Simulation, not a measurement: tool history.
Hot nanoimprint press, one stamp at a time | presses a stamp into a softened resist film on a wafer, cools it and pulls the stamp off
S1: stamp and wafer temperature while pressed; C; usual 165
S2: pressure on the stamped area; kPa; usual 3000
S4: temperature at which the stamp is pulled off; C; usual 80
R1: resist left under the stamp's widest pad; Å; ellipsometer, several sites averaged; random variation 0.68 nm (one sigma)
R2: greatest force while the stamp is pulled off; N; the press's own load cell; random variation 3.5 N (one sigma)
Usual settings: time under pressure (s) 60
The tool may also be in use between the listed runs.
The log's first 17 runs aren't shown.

Run 18, hour 1007.9: usual settings but S1 160 C, S4 71 C. Result: R1 1767 Å, R2 288 N.
Run 19, hour 1042.8: usual settings but S1 160 C, S4 71 C. Result: R1 1776 Å, R2 287 N.
Run 20, hour 1110.0: usual settings but time under pressure (s) 98. Result: R1 1288 Å, R2 266 N.
At hour 1180.8: stamp cleaned and given a new release coat.
Run 21, hour 1184.7: usual settings but S1 164 C, S2 2660 kPa, S4 72 C. Result: R1 1614 Å, R2 193 N.
Run 22, hour 1222.0: usual settings but S1 175 C, S4 67 C. Result: R1 1000 Å, R2 219 N.
Run 23, hour 1303.2: usual settings but S1 175 C, S4 67 C. Result: R1 1000 Å, R2 245 N.
Run 24, hour 1363.3: usual settings but S1 175 C, S2 4440 kPa, S4 83 C. Result: R1 785 Å, R2 191 N.
Run 25, hour 1420.4: usual settings but S1 175 C, S2 4440 kPa, S4 83 C. Result: R1 794 Å, R2 195 N.
Run 26, hour 1488.1: usual settings but S1 176 C, time under pressure (s) 38. Result: R1 1112 Å, R2 214 N.
Run 27, hour 1561.5: usual settings but S1 162 C, S2 4240 kPa. Result: R1 1388 Å, R2 237 N.
Run 28, hour 1595.5: usual settings but S1 159 C, S2 4240 kPa. Result: R1 1565 Å, R2 253 N.
Run 29, hour 1638.6: usual settings but S2 2100 kPa, time under pressure (s) 93. Result: R1 1504 Å, R2 256 N.
Run 30, hour 1685.5: usual settings but S2 2100 kPa, time under pressure (s) 93. Result: R1 1504 Å, R2 260 N.

Forecast each of these 3 alternatives for the next run:
At hour 1709.8: plate thermocouple calibrated.
At hour 1725.9: stamp cleaned and given a new release coat.
Run A, hour 1746.2: usual settings but S2 2100 kPa, time under pressure (s) 91, S4 86 C. Result: R1 ?, R2 ?.
At hour 1709.8: plate thermocouple calibrated.
At hour 1725.9: stamp cleaned and given a new release coat.
Run B, hour 1746.2: usual settings but S2 3590 kPa, time under pressure (s) 93, S4 74 C. Result: R1 ?, R2 ?.
At hour 1709.8: plate thermocouple calibrated.
At hour 1725.9: stamp cleaned and given a new release coat.
Run C, hour 1746.2: usual settings but S1 156 C, time under pressure (s) 51. Result: R1 ?, R2 ?.

run    R1   R2
  A  1598  152
  B  1233  197
  C  2072  167
Without the tool's hidden state the same runs would have given:
run    R1   R2
  A  1577  148
  B  1199  193
  C  2049  164
